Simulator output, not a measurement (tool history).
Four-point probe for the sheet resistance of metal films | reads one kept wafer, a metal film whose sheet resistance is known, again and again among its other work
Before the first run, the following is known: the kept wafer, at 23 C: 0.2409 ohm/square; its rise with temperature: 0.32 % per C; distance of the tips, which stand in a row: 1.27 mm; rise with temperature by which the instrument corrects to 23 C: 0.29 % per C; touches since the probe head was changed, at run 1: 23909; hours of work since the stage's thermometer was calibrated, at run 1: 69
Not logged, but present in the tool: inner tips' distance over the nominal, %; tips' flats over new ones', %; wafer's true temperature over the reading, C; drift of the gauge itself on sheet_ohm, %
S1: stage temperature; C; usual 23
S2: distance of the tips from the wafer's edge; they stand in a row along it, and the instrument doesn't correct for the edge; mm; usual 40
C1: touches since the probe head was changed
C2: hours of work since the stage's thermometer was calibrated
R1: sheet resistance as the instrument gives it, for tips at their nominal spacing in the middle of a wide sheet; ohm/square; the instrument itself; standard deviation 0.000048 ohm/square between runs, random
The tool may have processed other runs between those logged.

run	hour	S1	S2	C1	C2	R1
1	0.0	23	40	23909	69	0.240842
2	24.8	23	18	24451	80	0.241269
3	46.3	23	6	24920	89	0.246313
4	70.0	23	6	25439	98	0.246297
5	86.0	28	40	25788	105	0.241043
6	97.3	28	40	26037	110	0.241025
7	114.7	28	40	26416	117	0.241021
8	129.1	28	40	26730	123	0.240930
9	154.5	28	40	27286	134	0.240987
10	176.6	28	40	27771	143	0.240953
11	196.9	28	14	28214	152	0.241935
# hour 198.8: stage's thermometer calibrated
12	218.2	22	5	28668	8	0.248536
13	231.7	22	5	28964	14	0.248464
14	250.1	33	40	29366	22	0.241196
15	274.2	23	41	29893	32	0.240569
# hour 284.7: stage's thermometer calibrated, once more
16	297.9	29	45	30399	6	0.240841
17	311.4	30	9	30696	11	0.243427
18	333.2	30	9	31171	20	0.243314
19	357.7	30	9	31708	31	0.243458
20	383.4	23	10	32269	41	0.242545

Here are 3 independent what-if runs from the current tool condition. What would each one return?
A	404.2	31	61	32724	50	?
B	404.2	22	40	32724	50	?
C	404.2	31	10	32724	50	?

run	R1
A	0.240939
B	0.240387
C	0.242897
Had the tool no hidden state, the same runs would have come out as:
run	R1
A	0.241489
B	0.240935
C	0.243451
